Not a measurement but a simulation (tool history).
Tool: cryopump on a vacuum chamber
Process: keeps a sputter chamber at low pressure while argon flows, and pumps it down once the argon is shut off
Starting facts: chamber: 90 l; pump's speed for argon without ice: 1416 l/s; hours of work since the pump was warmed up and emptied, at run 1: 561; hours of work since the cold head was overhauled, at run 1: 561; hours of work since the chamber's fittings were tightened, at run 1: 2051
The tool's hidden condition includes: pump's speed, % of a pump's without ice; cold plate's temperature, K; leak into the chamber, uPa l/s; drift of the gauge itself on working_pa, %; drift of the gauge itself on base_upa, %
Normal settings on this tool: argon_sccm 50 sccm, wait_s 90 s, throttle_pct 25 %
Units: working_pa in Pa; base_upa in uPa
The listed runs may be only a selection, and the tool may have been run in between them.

run	hour	argon_sccm	wait_s	throttle_pct	hours of work since the pump was warmed up and emptied	hours of work since the cold head was overhauled	hours of work since the chamber's fittings were tightened	working_pa	base_upa
1	0.0	50	90	25	561	561	2051	0.2483	2.03
2	33.0	50	90	25	576	576	2066	0.2472	2.07
3	73.2	50	90	25	594	594	2085	0.2487	2.11
4	104.0	50	90	25	608	608	2099	0.2485	2.17
5	138.4	50	90	25	624	624	2114	0.2492	2.26
6	169.0	31	90	25	638	638	2128	0.1557	2.22
7	195.5	31	90	56	650	650	2140	0.0732	2.28
8	236.8	65	90	56	669	669	2159	0.1541	2.26
9	255.5	65	90	56	677	677	2168	0.1515	2.24
10	294.4	65	90	45	695	695	2185	0.1876	2.26
11	313.8	65	90	45	704	704	2194	0.1857	2.31
12	332.5	50	90	25	712	712	2203	0.2491	2.32
13	367.2	50	90	38	728	728	2218	0.1683	2.27
14	405.6	50	96	25	745	745	2236	0.2506	2.26
15	427.6	50	96	25	755	755	2246	0.2496	2.34
16	466.6	50	90	18	773	773	2264	0.3437	2.38
17	490.0	50	90	18	784	784	2274	0.3432	2.38
18	518.7	21	63	37	797	797	2287	0.0739	2.53
# hour 545.5: pump warmed up, emptied and cooled again
19	550.7	21	63	37	2	809	2300	0.0684	2.23
20	586.3	31	134	25	19	825	2316	0.1484	1.98
21	614.7	31	134	25	31	838	2329	0.1490	1.98
22	645.3	31	228	25	45	852	2343	0.1486	2.00
23	685.5	25	228	21	64	871	2361	0.1419	1.93
24	713.9	25	228	21	77	884	2374	0.1429	1.93
25	736.1	57	228	35	87	894	2384	0.1958	1.97
26	758.6	97	139	25	97	904	2394	0.4670	2.05
27	799.9	97	139	25	116	923	2413	0.4686	2.07
28	824.2	97	139	25	127	934	2424	0.4671	2.11
29	846.5	97	52	37	137	944	2434	0.3168	2.42
30	876.6	94	30	24	151	958	2448	0.4705	2.83
31	908.6	50	138	25	165	972	2463	0.2426	2.10
32	940.1	83	90	25	180	987	2477	0.4002	2.30
33	965.8	50	254	44	191	998	2489	0.1374	2.08

Forecast each of these 5 alternatives for the next run:
A	997.7	50	29	44	206	1013	2503	?	?
B	997.7	43	92	21	206	1013	2503	?	?
C	997.7	37	254	44	206	1013	2503	?	?
D	997.7	43	90	32	206	1013	2503	?	?
E	997.7	79	109	15	206	1013	2503	?	?

run	working_pa	base_upa
A	0.1395	2.91
B	0.2485	2.35
C	0.1036	2.07
D	0.1634	2.28
E	0.6376	2.28
What these runs would have given with no unlogged condition in the tool:
run	working_pa	base_upa
A	0.1362	1.13
B	0.2456	0.53
C	0.1011	0.29
D	0.1605	0.51
E	0.6322	0.48
